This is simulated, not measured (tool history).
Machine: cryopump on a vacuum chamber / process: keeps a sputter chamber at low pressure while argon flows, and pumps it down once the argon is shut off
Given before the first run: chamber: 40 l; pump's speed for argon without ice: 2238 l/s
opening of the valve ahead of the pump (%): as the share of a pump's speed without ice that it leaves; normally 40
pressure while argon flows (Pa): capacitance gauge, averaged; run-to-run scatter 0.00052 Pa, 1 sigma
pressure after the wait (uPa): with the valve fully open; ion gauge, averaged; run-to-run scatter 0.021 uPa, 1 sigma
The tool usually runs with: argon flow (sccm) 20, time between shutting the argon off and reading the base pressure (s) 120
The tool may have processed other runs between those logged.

run,day,argon flow (sccm),time between shutting the argon off and reading the base pressure (s),opening of the valve ahead of the pump (%),pressure while argon flows (Pa),pressure after the wait (uPa)
1,0.000,20,120,40,0.0386,0.99
2,0.379,9,120,40,0.0169,1.05
3,0.796,20,156,40,0.0389,0.94
4,1.321,20,156,40,0.0397,0.97
5,1.721,20,156,40,0.0391,0.98
6,2.367,20,156,40,0.0391,0.99
7,2.917,20,156,40,0.0396,0.98
8,3.342,20,156,40,0.0402,1.00
9,3.879,20,120,40,0.0391,1.06
10,4.350,20,120,40,0.0392,1.14
11,4.696,20,120,40,0.0401,1.08
12,5.012,20,32,40,0.0400,2.05
13,5.638,20,120,28,0.0559,1.06
14,6.271,23,151,32,0.0572,1.08
15,6.738,23,151,32,0.0563,1.04
16,7.138,15,194,44,0.0273,0.98
17,7.433,20,120,54,0.0297,1.07
18,8.025,20,120,54,0.0306,1.18
19,8.508,12,52,40,0.0241,1.63
20,9.054,23,22,30,0.0603,2.77
21,9.538,36,40,17,0.1647,1.88
22,9.900,21,45,40,0.0417,1.70
23,10.388,37,120,16,0.1799,1.15
24,10.929,26,26,37,0.0561,2.51

4 options for the next run, each taken on its own from the tool as it stands now. Forecast them:
A,11.571,18,104,33,?,?
B,11.571,31,26,37,?,?
C,11.571,26,21,30,?,?
D,11.571,20,66,40,?,?

run,pressure while argon flows (Pa),pressure after the wait (uPa)
A,0.0434,1.24
B,0.0677,2.55
C,0.0691,2.83
D,0.0394,1.48
Had the tool no hidden state, the same runs would have come out as:
run,pressure while argon flows (Pa),pressure after the wait (uPa)
A,0.0409,0.56
B,0.0635,1.85
C,0.0655,2.15
D,0.0366,0.79

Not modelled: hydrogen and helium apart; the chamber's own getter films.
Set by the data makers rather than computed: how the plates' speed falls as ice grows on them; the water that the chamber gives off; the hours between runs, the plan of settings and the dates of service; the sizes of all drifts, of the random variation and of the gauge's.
